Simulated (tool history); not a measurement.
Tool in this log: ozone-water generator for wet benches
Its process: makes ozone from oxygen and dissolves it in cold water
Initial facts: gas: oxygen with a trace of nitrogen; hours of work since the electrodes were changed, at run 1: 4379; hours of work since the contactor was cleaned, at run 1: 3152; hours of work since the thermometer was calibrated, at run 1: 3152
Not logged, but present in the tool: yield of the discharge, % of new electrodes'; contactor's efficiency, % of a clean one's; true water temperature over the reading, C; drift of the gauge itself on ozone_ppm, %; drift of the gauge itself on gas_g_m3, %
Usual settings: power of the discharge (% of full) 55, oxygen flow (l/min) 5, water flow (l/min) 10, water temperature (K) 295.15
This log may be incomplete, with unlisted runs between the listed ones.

run    hour  power of the discharge (% of full)  oxygen flow (l/min)  water flow (l/min)  water temperature (K)  hours of work since the electrodes were changed  hours of work since the contactor was cleaned  hours of work since the thermometer was calibrated  dissolved ozone (ppm)  ozone in the gas ahead of the water (g/m3)
  1       0                                  55                    5                  10                 295.15                                             4379                                           3152                                                3152                     19                                       157.2
  2    93.3                                  55                    5                  10                 296.15                                             4463                                           3236                                                3236                   18.5                                       156.7
  3   194.1                                  55                    5                  10                 296.15                                             4553                                           3326                                                3326                   18.6                                         156
  4   318.3                                  55                    5                  10                 289.15                                             4664                                           3437                                                3437                   21.1                                       153.8
  5   465.8                                  58                    5                  10                 295.15                                             4796                                           3568                                                3568                   19.1                                       158.4
  6   602.8                                  58                    5                  10                 295.15                                             4918                                           3691                                                3691                   18.9                                       158.4
  7   793.1                                  58                    5                  10                 295.15                                             5088                                           3861                                                3861                   18.8                                       155.3
  8   891.5                                  58                    5                  10                 298.15                                             5176                                           3949                                                3949                   17.2                                       155.1
  9  1021.3                                  58                    5                  10                 298.15                                             5292                                           4065                                                4065                   17.3                                       153.3
     1067.2  -- contactor cleaned
       1239  -- water thermometer calibrated
 10    1239                                  55                 4.54                  10                 295.15                                             5483                                            153                                                   0                   19.4                                       158.1
 11  1376.8                                  55                 4.54                  10                 295.15                                             5606                                            276                                                 123                   19.2                                       157.1
 12  1494.5                                  55                 4.54                  10                 295.15                                             5711                                            381                                                 228                     19                                       155.1
 13  1685.4                                  55                 4.54                  10                 295.15                                             5882                                            552                                                 399                     19                                       153.8
 14  1859.3                                  55                 4.54                  10                 295.15                                             6037                                            707                                                 554                   18.6                                       153.6
 15  1970.4                                  55                 4.54                  10                 295.15                                             6136                                            807                                                 654                   18.4                                       150.8
 16  2165.1                                  91                    5                  10                 295.15                                             6310                                            981                                                 828                   22.8                                       182.6
 17  2349.1                                  91                    5                  10                 295.15                                             6475                                           1145                                                 992                   22.5                                       180.4
 18  2441.3                                  43                 5.93                  15                 295.15                                             6557                                           1228                                                1074                     11                                       114.7
 19  2611.4                                  95                 5.93                  11                 302.15                                             6709                                           1380                                                1227                   17.4                                       165.1
 20  2799.8                                  95                 5.93                  11                 302.15                                             6878                                           1548                                                1395                   17.1                                       164.1
 21  2910.4                                  55                 3.15                  10                 295.15                                             6976                                           1647                                                1494                   18.3                                       181.3
 22  3073.3                                  55                 7.82                  10                 295.15                                             7122                                           1792                                                1639                   15.1                                       107.3
 23  3192.5                                  55                 2.57                  10                 295.15                                             7228                                           1899                                                1746                   18.4                                       202.5
 24  3322.1                                  70                 3.69                   8                 295.15                                             7344                                           2015                                                1862                   23.2                                       179.5
       3364  -- electrodes of the discharge changed
 25  3527.9                                  70                 3.69                   8                 295.15                                              146                                           2193                                                2040                     33                                         257
 26  3735.4                                  52                 5.95                  10                 295.15                                              332                                           2379                                                2226                   20.8                                       159.5
 27  3926.1                                  52                 5.95                  10                 295.15                                              502                                           2549                                                2396                   20.6                                         157
 28  4016.3                                  52                    4                  10                 297.15                                              583                                           2630                                                2477                   21.4                                       200.2
 29  4182.1                                  52                    4                  10                 297.15                                              731                                           2778                                                2625                   21.4                                       196.4
 30  4365.4                                  52                    4                  10                 297.15                                              895                                           2942                                                2789                   21.2                                       198.4
 31  4493.2                                  47                    5                  12                 295.15                                             1009                                           3056                                                2903                     17                                       161.2
 32  4696.5                                  55                 7.19                  10                 295.15                                             1191                                           3238                                                3085                   19.5                                       143.3

Below are 4 alternative next runs, each starting from the tool's condition after run 32. Predict each:
  A  4791.5                                  93                 3.01                  10                 295.15                                             1276                                           3323                                                3169                      ?                                           ?
  B  4791.5                                  55                  6.8                  10                 295.15                                             1276                                           3323                                                3169                      ?                                           ?
  C  4791.5                                  54                 7.81                  10                 295.15                                             1276                                           3323                                                3169                      ?                                           ?
  D  4791.5                                  71                    5                  11                 295.15                                             1276                                           3323                                                3169                      ?                                           ?

run  dissolved ozone (ppm)  ozone in the gas ahead of the water (g/m3)
  A                   31.8                                       327.1
  B                   19.7                                       145.9
  C                   18.9                                         134
  D                     23                                       204.1
Without the tool's hidden state the same runs would have given:
run  dissolved ozone (ppm)  ozone in the gas ahead of the water (g/m3)
  A                   35.9                                         351
  B                   21.8                                       153.5
  C                   20.9                                       140.9
  D                   25.7                                       216.8

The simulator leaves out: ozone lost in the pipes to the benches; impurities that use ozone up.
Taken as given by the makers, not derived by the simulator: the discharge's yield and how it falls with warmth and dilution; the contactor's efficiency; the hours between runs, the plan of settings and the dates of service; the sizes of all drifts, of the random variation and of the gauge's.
